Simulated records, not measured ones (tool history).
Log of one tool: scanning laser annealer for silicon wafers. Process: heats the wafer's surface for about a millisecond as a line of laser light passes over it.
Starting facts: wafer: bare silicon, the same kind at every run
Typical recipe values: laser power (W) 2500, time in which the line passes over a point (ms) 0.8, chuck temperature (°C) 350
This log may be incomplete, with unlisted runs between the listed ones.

run	hour	laser power (W)	time in which the line passes over a point (ms)	chuck temperature (°C)	highest temperature of the surface (°C)
1	0	2500	0.8	350	1110
2	5.2	2500	0.661	350	1036
3	17.5	2500	0.8	331	1091
4	28.3	2500	0.866	350	1140
5	39.9	2500	0.866	350	1139
6	49	2500	0.8	350	1105
7	58.4	2500	0.8	350	1104
8	64.1	2500	0.8	350	1107
9	74.1	2500	0.8	350	1108
10	85.7	2500	0.759	350	1086
11	95.8	2500	0.8	350	1104
12	105	2500	0.8	350	1104
13	114.4	2500	0.8	350	1103
14	119.6	2500	0.8	350	1105
15	129.4	2500	0.8	350	1100
16	136.5	2500	0.8	350	1101
17	144.6	2500	0.8	376	1130
18	152.2	2500	0.8	376	1132
19	160.1	2500	0.8	376	1131
20	165.7	2500	0.8	376	1128
21	175.1	2596	0.668	350	1070
22	181.6	2734	0.905	362	1251
23	190.7	2502	0.724	341	1056
24	203.1	2502	0.724	341	1054
25	214.6	2502	0.724	341	1054
26	220.4	2502	0.724	322	1038
27	230.2	2502	0.727	322	1038
28	240.3	2502	0.727	322	1038
29	251.1	2482	0.661	322	997
30	261.7	2462	0.8	350	1087
31	271.8	2449	0.687	350	1026
32	283.9	2182	0.8	359	999
33	289.9	2133	0.839	359	997
34	300.8	2309	0.653	364	980
35	311.9	2245	0.86	350	1037
36	320.9	2245	0.86	350	1032
37	328.4	2454	0.792	346	1069

5 ways to go on from here, each from the tool as it stands after run 37. What would each give?
A	340.1	2364	0.919	320	?
B	340.1	2166	0.729	346	?
C	340.1	2454	0.628	346	?
D	340.1	2500	0.691	350	?
E	340.1	2213	0.8	350	?

run	highest temperature of the surface (°C)
A	1069
B	950
C	991
D	1043
E	997
Had the tool no hidden state, the same runs would have come out as:
run	highest temperature of the surface (°C)
A	1113
B	985
C	1029
D	1084
E	1035

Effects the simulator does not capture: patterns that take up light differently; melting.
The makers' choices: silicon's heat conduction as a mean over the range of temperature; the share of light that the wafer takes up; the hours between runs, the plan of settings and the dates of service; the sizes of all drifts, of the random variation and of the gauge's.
